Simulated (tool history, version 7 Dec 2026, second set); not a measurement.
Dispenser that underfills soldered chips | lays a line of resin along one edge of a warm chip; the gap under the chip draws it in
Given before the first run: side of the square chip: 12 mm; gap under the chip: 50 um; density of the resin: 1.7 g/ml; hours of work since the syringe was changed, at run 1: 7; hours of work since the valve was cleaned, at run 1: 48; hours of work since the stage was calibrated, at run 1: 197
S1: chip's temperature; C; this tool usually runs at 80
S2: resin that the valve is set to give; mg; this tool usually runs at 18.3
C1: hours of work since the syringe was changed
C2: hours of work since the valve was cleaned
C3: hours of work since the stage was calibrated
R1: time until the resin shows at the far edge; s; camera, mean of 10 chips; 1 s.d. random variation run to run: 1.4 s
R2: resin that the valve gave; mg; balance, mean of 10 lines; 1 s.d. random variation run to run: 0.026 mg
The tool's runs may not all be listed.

| run | day | S1 | S2 | C1 | C2 | C3 | R1 | R2 |
|---|---|---|---|---|---|---|---|---|
| 1 | 0.000 | 80 | 18.3 | 7 | 48 | 197 | 251.8 | 17.79 |
|  | 0.071 | new syringe of resin |
|  | 0.112 | dispensing valve cleaned and set on the balance |
| 2 | 0.217 | 80 | 18.3 | 2 | 2 | 200 | 159.7 | 18.31 |
| 3 | 0.417 | 80 | 18.3 | 5 | 5 | 203 | 201.8 | 18.24 |
|  | 0.667 | new syringe of resin |
| 4 | 0.712 | 71 | 18.3 | 1 | 9 | 207 | 236.1 | 18.18 |
| 5 | 0.958 | 80 | 18.3 | 4 | 12 | 210 | 200.3 | 18.17 |
| 6 | 1.096 | 80 | 18.3 | 6 | 15 | 213 | 239.7 | 18.12 |
|  | 1.208 | new syringe of resin |
| 7 | 1.412 | 80 | 18.3 | 3 | 19 | 217 | 182.2 | 18.07 |
| 8 | 1.617 | 80 | 18.3 | 6 | 22 | 220 | 237.7 | 18.04 |
|  | 1.762 | new syringe of resin |
| 9 | 1.954 | 87 | 18.3 | 3 | 27 | 225 | 126.4 | 17.97 |
| 10 | 2.158 | 87 | 16.2 | 6 | 30 | 228 | 167.3 | 15.89 |
|  | 2.296 | new syringe of resin |
| 11 | 2.383 | 80 | 19.0 | 1 | 33 | 231 | 156.6 | 18.57 |
| 12 | 2.638 | 80 | 19.0 | 5 | 37 | 235 | 211.1 | 18.57 |
|  | 2.825 | new syringe of resin |
| 13 | 2.925 | 80 | 18.3 | 1 | 41 | 239 | 157.7 | 17.84 |
| 14 | 3.067 | 80 | 18.3 | 4 | 43 | 241 | 190.7 | 17.82 |
|  | 3.375 | new syringe of resin |
| 15 | 3.400 | 80 | 18.3 | 0 | 48 | 246 | 143.5 | 17.80 |
|  | 3.471 | dispensing valve cleaned and set on the balance |
| 16 | 3.638 | 80 | 18.3 | 3 | 2 | 249 | 181.5 | 18.28 |
|  | 3.958 | new syringe of resin |
| 17 | 3.958 | 80 | 18.3 | 0 | 7 | 254 | 141.5 | 18.27 |
| 18 | 4.238 | 80 | 18.3 | 4 | 11 | 258 | 198.3 | 18.23 |
| 19 | 4.392 | 71 | 20.4 | 6 | 14 | 260 | 376.4 | 20.24 |
|  | 4.500 | new syringe of resin |
| 20 | 4.700 | 71 | 20.4 | 3 | 18 | 264 | 285.2 | 20.24 |
| 21 | 4.958 | 83 | 22.3 | 7 | 22 | 268 | 213.0 | 22.05 |
|  | 5.046 | new syringe of resin |
| 22 | 5.108 | 85 | 20.7 | 1 | 24 | 270 | 115.3 | 20.43 |
| 23 | 5.250 | 85 | 20.7 | 3 | 26 | 273 | 138.6 | 20.33 |
| 24 | 5.521 | 95 | 15.7 | 7 | 30 | 277 | 129.4 | 15.40 |
|  | 5.579 | new syringe of resin |
| 25 | 5.767 | 87 | 19.2 | 3 | 34 | 280 | 123.7 | 18.85 |
| 26 | 6.092 | 94 | 21.8 | 8 | 38 | 285 | 132.0 | 21.33 |
|  | 6.129 | new syringe of resin |
| 27 | 6.417 | 94 | 21.8 | 4 | 43 | 290 | 101.0 | 21.20 |
| 28 | 6.558 | 94 | 21.8 | 6 | 45 | 292 | 120.9 | 21.26 |
|  | 6.671 | new syringe of resin |
| 29 | 6.717 | 76 | 15.7 | 1 | 47 | 294 | 191.3 | 15.23 |
|  | 6.829 | dispensing valve cleaned and set on the balance |
| 30 | 6.988 | 87 | 18.1 | 4 | 2 | 297 | 140.1 | 18.10 |
|  | 7.246 | new syringe of resin |
| 31 | 7.317 | 76 | 18.5 | 1 | 7 | 302 | 189.7 | 18.43 |
| 32 | 7.621 | 87 | 19.0 | 6 | 12 | 307 | 159.2 | 18.87 |
|  | 7.775 | new syringe of resin |
| 33 | 7.779 | 87 | 19.0 | 0 | 14 | 309 | 99.4 | 18.87 |
| 34 | 7.938 | 80 | 18.8 | 2 | 16 | 311 | 172.4 | 18.63 |
| 35 | 8.154 | 80 | 18.8 | 6 | 19 | 314 | 223.1 | 18.62 |
|  | 8.304 | new syringe of resin |
| 36 | 8.304 | 80 | 18.3 | 0 | 22 | 316 | 140.0 | 18.09 |

Hidden state at the last listed run before each entry between runs and at the first one after, where it differs:
Runs 1 to 2: new syringe of resin (day 0.071); dispensing valve cleaned and set on the balance (day 0.112)
  resin's viscosity, % of fresh resin's: 182.6 -> 115.1; dose that the valve gives, % of what is set: 97.19 -> 99.86; true chip temperature over the reading, C: -0.74 -> -0.75
  measured value less the no-hidden-state value, R1: +119.5 -> +26.0 s; R2: -0.52 -> -0.03 mg
Runs 3 to 4: new syringe of resin (day 0.667)
  resin's viscosity, % of fresh resin's: 148.4 -> 105.6; dose that the valve gives, % of what is set: 99.68 -> 99.41; true chip temperature over the reading, C: -0.75 -> -0.77
  measured value less the no-hidden-state value, R1: +70.9 -> +21.5 s; R2: -0.05 -> -0.11 mg
Runs 6 to 7: new syringe of resin (day 1.208)
  resin's viscosity, % of fresh resin's: 171.7 -> 132.3; dose that the valve gives, % of what is set: 99.05 -> 98.77; true chip temperature over the reading, C: -0.78 -> -0.79
  measured value less the no-hidden-state value, R1: +105.7 -> +50.0 s; R2: -0.18 -> -0.22 mg
Runs 8 to 9: new syringe of resin (day 1.762)
  resin's viscosity, % of fresh resin's: 171.2 -> 126.7; dose that the valve gives, % of what is set: 98.58 -> 98.28; true chip temperature over the reading, C: -0.8 -> -0.81
  measured value less the no-hidden-state value, R1: +104.7 -> +30.7 s; R2: -0.26 -> -0.31 mg
Runs 10 to 11: new syringe of resin (day 2.296)
  resin's viscosity, % of fresh resin's: 164.1 -> 113.1; dose that the valve gives, % of what is set: 98.11 -> 97.92
  measured value less the no-hidden-state value, R1: +69.8 -> +24.0 s; R2: -0.31 -> -0.39 mg
Runs 12 to 13: new syringe of resin (day 2.825)
  resin's viscosity, % of fresh resin's: 156 -> 114.1; dose that the valve gives, % of what is set: 97.66 -> 97.41; true chip temperature over the reading, C: -0.83 -> -0.84
  measured value less the no-hidden-state value, R1: +81.8 -> +25.8 s; R2: -0.45 -> -0.47 mg
Runs 14 to 15: new syringe of resin (day 3.375)
  resin's viscosity, % of fresh resin's: 136.9 -> 101.7; dose that the valve gives, % of what is set: 97.26 -> 96.96; true chip temperature over the reading, C: -0.85 -> -0.86
  measured value less the no-hidden-state value, R1: +58.0 -> +9.0 s; R2: -0.50 -> -0.56 mg
Runs 15 to 16: dispensing valve cleaned and set on the balance (day 3.471)
  resin's viscosity, % of fresh resin's: 101.7 -> 130; dose that the valve gives, % of what is set: 96.96 -> 99.94; true chip temperature over the reading, C: -0.86 -> -0.87
  measured value less the no-hidden-state value, R1: +9.0 -> +47.7 s; R2: -0.56 -> -0.02 mg
Runs 16 to 17: new syringe of resin (day 3.958)
  resin's viscosity, % of fresh resin's: 130 -> 100.4; dose that the valve gives, % of what is set: 99.94 -> 99.66; true chip temperature over the reading, C: -0.87 -> -0.88
  measured value less the no-hidden-state value, R1: +47.7 -> +6.7 s; R2: -0.02 -> -0.06 mg
Runs 19 to 20: new syringe of resin (day 4.500)
  resin's viscosity, % of fresh resin's: 174 -> 130.9; dose that the valve gives, % of what is set: 99.29 -> 99.02; true chip temperature over the reading, C: -0.89 -> -0.9
  measured value less the no-hidden-state value, R1: +170.3 -> +77.7 s; R2: -0.14 -> -0.20 mg
Runs 21 to 22: new syringe of resin (day 5.046)
  resin's viscosity, % of fresh resin's: 182.3 -> 108.3; dose that the valve gives, % of what is set: 98.76 -> 98.62; true chip temperature over the reading, C: -0.91 -> -0.92
  measured value less the no-hidden-state value, R1: +101.6 -> +13.5 s; R2: -0.28 -> -0.28 mg
Runs 24 to 25: new syringe of resin (day 5.579)
  resin's viscosity, % of fresh resin's: 183 -> 125.2; dose that the valve gives, % of what is set: 98.26 -> 98.03; true chip temperature over the reading, C: -0.93 -> -0.94
  measured value less the no-hidden-state value, R1: +62.1 -> +29.6 s; R2: -0.27 -> -0.37 mg
Runs 26 to 27: new syringe of resin (day 6.129)
  resin's viscosity, % of fresh resin's: 189.6 -> 144.3; dose that the valve gives, % of what is set: 97.72 -> 97.44; true chip temperature over the reading, C: -0.95 -> -0.96
  measured value less the no-hidden-state value, R1: +65.4 -> +34.2 s; R2: -0.50 -> -0.55 mg
Runs 28 to 29: new syringe of resin (day 6.671)
  resin's viscosity, % of fresh resin's: 173.3 -> 105.4; dose that the valve gives, % of what is set: 97.31 -> 97.17
  measured value less the no-hidden-state value, R1: +54.5 -> +20.4 s; R2: -0.59 -> -0.44 mg
Runs 29 to 30: dispensing valve cleaned and set on the balance (day 6.829)
  resin's viscosity, % of fresh resin's: 105.4 -> 141; dose that the valve gives, % of what is set: 97.17 -> 99.94; true chip temperature over the reading, C: -0.97 -> -0.98
  measured value less the no-hidden-state value, R1: +20.4 -> +45.3 s; R2: -0.44 -> -0.01 mg
Runs 30 to 31: new syringe of resin (day 7.246)
  resin's viscosity, % of fresh resin's: 141 -> 110.2; dose that the valve gives, % of what is set: 99.94 -> 99.65; true chip temperature over the reading, C: -0.98 -> -0.99
  measured value less the no-hidden-state value, R1: +45.3 -> +26.2 s; R2: -0.01 -> -0.06 mg
Runs 32 to 33: new syringe of resin (day 7.775)
  resin's viscosity, % of fresh resin's: 162.8 -> 100.4; dose that the valve gives, % of what is set: 99.37 -> 99.23; true chip temperature over the reading, C: -1 -> -1.01
  measured value less the no-hidden-state value, R1: +66.3 -> +5.2 s; R2: -0.13 -> -0.14 mg
Runs 35 to 36: new syringe of resin (day 8.304)
  resin's viscosity, % of fresh resin's: 161.8 -> 99.8; dose that the valve gives, % of what is set: 98.9 -> 98.77; true chip temperature over the reading, C: -1.02 -> -1.03
  measured value less the no-hidden-state value, R1: +92.5 -> +7.0 s; R2: -0.20 -> -0.22 mg
